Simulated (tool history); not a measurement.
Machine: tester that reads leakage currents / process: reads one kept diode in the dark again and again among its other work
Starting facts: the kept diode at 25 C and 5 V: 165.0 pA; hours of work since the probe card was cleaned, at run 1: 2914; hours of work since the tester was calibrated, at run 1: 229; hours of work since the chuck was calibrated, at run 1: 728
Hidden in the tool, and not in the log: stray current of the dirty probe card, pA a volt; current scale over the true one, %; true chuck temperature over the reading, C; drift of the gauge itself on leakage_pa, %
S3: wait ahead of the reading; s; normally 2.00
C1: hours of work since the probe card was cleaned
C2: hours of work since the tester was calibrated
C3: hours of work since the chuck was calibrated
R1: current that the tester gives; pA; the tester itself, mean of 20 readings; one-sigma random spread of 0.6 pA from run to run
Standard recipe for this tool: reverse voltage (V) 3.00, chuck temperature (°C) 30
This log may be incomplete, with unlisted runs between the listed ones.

Run 1, hour 0.0: usual settings; C1 2914; C2 229; C3 728. Result: R1 225.54 pA.
Run 2, hour 127.3: usual settings but reverse voltage (V) 2.93; C1 2977; C2 292; C3 791. Result: R1 223.40 pA.
At hour 273.9: probe card cleaned and baked.
Run 3, hour 273.9: usual settings but reverse voltage (V) 2.93; C1 0; C2 363; C3 862. Result: R1 217.51 pA.
Run 4, hour 350.1: usual settings but reverse voltage (V) 1.95; C1 38; C2 401; C3 900. Result: R1 177.17 pA.
Run 5, hour 486.2: usual settings; C1 105; C2 468; C3 968. Result: R1 223.21 pA.
Run 6, hour 599.6: usual settings; C1 162; C2 525; C3 1024. Result: R1 223.42 pA.
Run 7, hour 756.3: usual settings but chuck temperature (°C) 41; C1 239; C2 602; C3 1102. Result: R1 569.42 pA.
Run 8, hour 827.5: usual settings but chuck temperature (°C) 41; C1 275; C2 638; C3 1137. Result: R1 574.72 pA.
Run 9, hour 931.6: usual settings but chuck temperature (°C) 41; C1 326; C2 689; C3 1189. Result: R1 579.00 pA.
Run 10, hour 1034.2: usual settings; C1 377; C2 740; C3 1240. Result: R1 231.14 pA.
Run 11, hour 1166.7: usual settings; C1 443; C2 806; C3 1306. Result: R1 231.93 pA.
Run 12, hour 1319.2: usual settings; C1 519; C2 882; C3 1381. Result: R1 235.66 pA.
Run 13, hour 1421.0: usual settings; C1 569; C2 932; C3 1432. Result: R1 237.43 pA.
Run 14, hour 1498.8: usual settings; C1 608; C2 971; C3 1470. Result: R1 238.53 pA.
Run 15, hour 1651.2: usual settings; C1 684; C2 1046; C3 1546. Result: R1 239.04 pA.
Run 16, hour 1727.3: usual settings; C1 721; C2 1084; C3 1584. Result: R1 239.72 pA.
Run 17, hour 1869.6: usual settings but chuck temperature (°C) 32; C1 792; C2 1155; C3 1654. Result: R1 289.29 pA.
Run 18, hour 1943.7: usual settings but reverse voltage (V) 6.36; C1 829; C2 1192; C3 1691. Result: R1 361.46 pA.
At hour 1970.0: chuck's temperature calibrated.
Run 19, hour 2056.9: usual settings but reverse voltage (V) 2.09, chuck temperature (°C) 28, S3 3.15 s; C1 884; C2 1247; C3 43. Result: R1 139.45 pA.
Run 20, hour 2180.8: usual settings but reverse voltage (V) 1.73, chuck temperature (°C) 45, S3 3.15 s; C1 945; C2 1308; C3 105. Result: R1 532.98 pA.
Run 21, hour 2287.8: usual settings but reverse voltage (V) 1.73, chuck temperature (°C) 45, S3 2.06 s; C1 998; C2 1361; C3 158. Result: R1 533.25 pA.
Run 22, hour 2410.4: usual settings but reverse voltage (V) 1.73, chuck temperature (°C) 45, S3 2.06 s; C1 1059; C2 1422; C3 219. Result: R1 541.80 pA.
Run 23, hour 2480.7: usual settings but reverse voltage (V) 3.23, chuck temperature (°C) 45, S3 5.37 s; C1 1094; C2 1457; C3 253. Result: R1 745.60 pA.
Run 24, hour 2594.0: usual settings but reverse voltage (V) 2.45, chuck temperature (°C) 23, S3 0.50 s; C1 1150; C2 1513; C3 310. Result: R1 101.24 pA.
Run 25, hour 2696.7: usual settings but reverse voltage (V) 2.45, chuck temperature (°C) 23, S3 0.50 s; C1 1201; C2 1564; C3 361. Result: R1 102.05 pA.
Run 26, hour 2846.2: usual settings but reverse voltage (V) 2.73, chuck temperature (°C) 51, S3 0.40 s; C1 1276; C2 1639; C3 435. Result: R1 1117.58 pA.
Run 27, hour 2954.9: usual settings but reverse voltage (V) 2.73, chuck temperature (°C) 51, S3 0.40 s; C1 1330; C2 1692; C3 489. Result: R1 1120.32 pA.
Run 28, hour 3037.9: usual settings but reverse voltage (V) 2.73, chuck temperature (°C) 51, S3 0.40 s; C1 1371; C2 1734; C3 530. Result: R1 1125.52 pA.
Run 29, hour 3153.6: usual settings but reverse voltage (V) 5.17, chuck temperature (°C) 58, S3 0.69 s; C1 1428; C2 1791; C3 587. Result: R1 2660.19 pA.
Run 30, hour 3236.3: usual settings but reverse voltage (V) 8.95, chuck temperature (°C) 48, S3 0.67 s; C1 1469; C2 1832; C3 628. Result: R1 1671.34 pA.
Run 31, hour 3304.7: usual settings but reverse voltage (V) 8.95, chuck temperature (°C) 48, S3 0.67 s; C1 1503; C2 1866; C3 662. Result: R1 1671.18 pA.
Run 32, hour 3452.4: usual settings but reverse voltage (V) 1.13; C1 1576; C2 1939; C3 736. Result: R1 131.25 pA.
Run 33, hour 3589.9: usual settings but reverse voltage (V) 1.13, chuck temperature (°C) 46, S3 0.61 s; C1 1645; C2 2008; C3 804. Result: R1 500.94 pA.
Run 34, hour 3692.6: usual settings but reverse voltage (V) 2.25, chuck temperature (°C) 25, S3 1.02 s; C1 1696; C2 2059; C3 855. Result: R1 124.68 pA.
Run 35, hour 3849.3: usual settings but reverse voltage (V) 2.25, chuck temperature (°C) 25, S3 1.02 s; C1 1773; C2 2136; C3 933. Result: R1 125.42 pA.

Entry by entry between the runs, the difference in hidden state between the last listed run before and the first listed run after:
In the gap between runs 2 and 3: probe card cleaned and baked (hour 273.9)
  stray current of the dirty probe card, pA a volt: 2.858 -> 0.023; current scale over the true one, %: -0.1 -> -0.14; true chuck temperature over the reading, C: 1.06 -> 1.15
  measured value less the no-hidden-state value, R1: +27.15 -> +20.73 pA
In the gap between runs 18 and 19: chuck's temperature calibrated (hour 1970.0)
  stray current of the dirty probe card, pA a volt: 0.836 -> 0.891; current scale over the true one, %: -0.56 -> -0.59; true chuck temperature over the reading, C: 2.31 -> -0.01
  measured value less the no-hidden-state value, R1: +68.77 -> +0.93 pA
